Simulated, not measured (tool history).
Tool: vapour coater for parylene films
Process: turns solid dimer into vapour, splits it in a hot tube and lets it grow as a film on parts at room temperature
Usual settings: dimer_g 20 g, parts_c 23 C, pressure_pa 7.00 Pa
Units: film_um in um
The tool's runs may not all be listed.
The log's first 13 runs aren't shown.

run	hour	dimer_g	parts_c	pressure_pa	film_um
14	170.6	20	24	7.00	2.73
15	179.6	20	23	7.00	2.83
# hour 182.1: table's thermometer calibrated
16	193.1	20	23	7.00	2.86
17	211.4	20	23	7.00	2.82
18	223.3	11	23	7.00	1.54
19	240.2	20	15	2.74	4.15
20	248.3	20	15	2.74	4.22
21	256.4	20	15	2.74	4.23
22	271.2	20	15	2.74	4.14
23	287.7	20	15	2.74	4.19
# hour 297.1: table's thermometer calibrated, once more
24	306.9	12	23	3.34	1.85
25	323.7	12	23	3.34	1.85
26	334.8	9	15	2.39	1.98
27	343.7	20	19	4.46	3.40
28	361.6	20	19	4.46	3.36
29	374.4	15	17	3.58	2.79
30	389.5	23	23	7.00	3.11
31	400.4	9	18	7.00	1.49
32	419.5	21	25	5.27	2.82
33	436.2	14	25	3.52	1.99
34	452.4	20	20	2.69	3.38

Forecast each of these 5 alternatives for the next run:
A	464.5	31	23	4.64	?
B	464.5	20	24	2.69	?
C	464.5	20	32	7.00	?
D	464.5	27	16	11.33	?
E	464.5	14	26	7.00	?

run	film_um
A	4.47
B	2.97
C	1.98
D	4.33
E	1.67
Without the tool's hidden state the same runs would have given:
run	film_um
A	4.85
B	3.22
C	2.15
D	4.69
E	1.81
